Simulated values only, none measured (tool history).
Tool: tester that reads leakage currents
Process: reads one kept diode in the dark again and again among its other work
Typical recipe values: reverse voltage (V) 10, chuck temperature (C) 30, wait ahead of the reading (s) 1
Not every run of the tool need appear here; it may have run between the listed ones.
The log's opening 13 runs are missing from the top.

| run | hour | reverse voltage (V) | chuck temperature (C) | wait ahead of the reading (s) | hours of work since the probe card was cleaned | hours of work since the tester was calibrated | hours of work since the chuck was calibrated | current that the tester gives (pA) |
|---|---|---|---|---|---|---|---|---|
| 14 | 780 | 2.8 | 30 | 1 | 1384 | 2212 | 553 | 92.9 |
| 15 | 843.1 | 10 | 30 | 1 | 1424 | 2252 | 593 | 193.49 |
| 16 | 907.4 | 10 | 30 | 1 | 1465 | 2293 | 634 | 191.54 |
| 17 | 940.4 | 1.5 | 30 | 2.73 | 1486 | 2314 | 655 | 62.89 |
| 18 | 1011.1 | 1.5 | 30 | 2.73 | 1531 | 2359 | 700 | 62.4 |
| 19 | 1060.7 | 1.5 | 30 | 2.73 | 1562 | 2391 | 731 | 62.13 |
|  | 1090.5 | tester calibrated |
| 20 | 1100 | 1.5 | 28 | 2.73 | 1586 | 6 | 755 | 50.32 |
| 21 | 1133.8 | 1.5 | 28 | 2.73 | 1608 | 27 | 776 | 49.94 |
|  | 1152 | chuck's temperature calibrated |
| 22 | 1174.9 | 15.1 | 25 | 1 | 1633 | 52 | 15 | 176.9 |
| 23 | 1245.3 | 15.1 | 25 | 1 | 1677 | 97 | 59 | 174.74 |
| 24 | 1310.6 | 17.8 | 38 | 5.3 | 1719 | 139 | 101 | 611.3 |
| 25 | 1349.4 | 1.5 | 30 | 1 | 1743 | 163 | 125 | 70.1 |
| 26 | 1411.6 | 1.1 | 30 | 2.92 | 1783 | 203 | 165 | 58.15 |
| 27 | 1459.5 | 4.6 | 32 | 1 | 1813 | 233 | 195 | 160.51 |
| 28 | 1506.3 | 4.6 | 32 | 1 | 1843 | 263 | 225 | 158.57 |
| 29 | 1578.4 | 4.6 | 26 | 0.42 | 1889 | 309 | 271 | 91.23 |
| 30 | 1652.7 | 4.6 | 46 | 0.42 | 1936 | 356 | 318 | 532.17 |
| 31 | 1699.1 | 10 | 55 | 1 | 1966 | 385 | 348 | 1728.67 |

Each row is a separate what-if for the run after 31, all from the same tool condition, not one after another. Results?
| A | 1771.6 | 15.5 | 30 | 7.24 | 2012 | 432 | 394 | ? |
| B | 1771.6 | 19.1 | 42 | 1 | 2012 | 432 | 394 | ? |
| C | 1771.6 | 4.7 | 55 | 1 | 2012 | 432 | 394 | ? |

| run | current that the tester gives (pA) |
|---|---|
| A | 258.99 |
| B | 843.58 |
| C | 1106.18 |
Without the tool's hidden state the same runs would have given:
| run | current that the tester gives (pA) |
|---|---|
| A | 275.99 |
| B | 910.68 |
| C | 1197.84 |
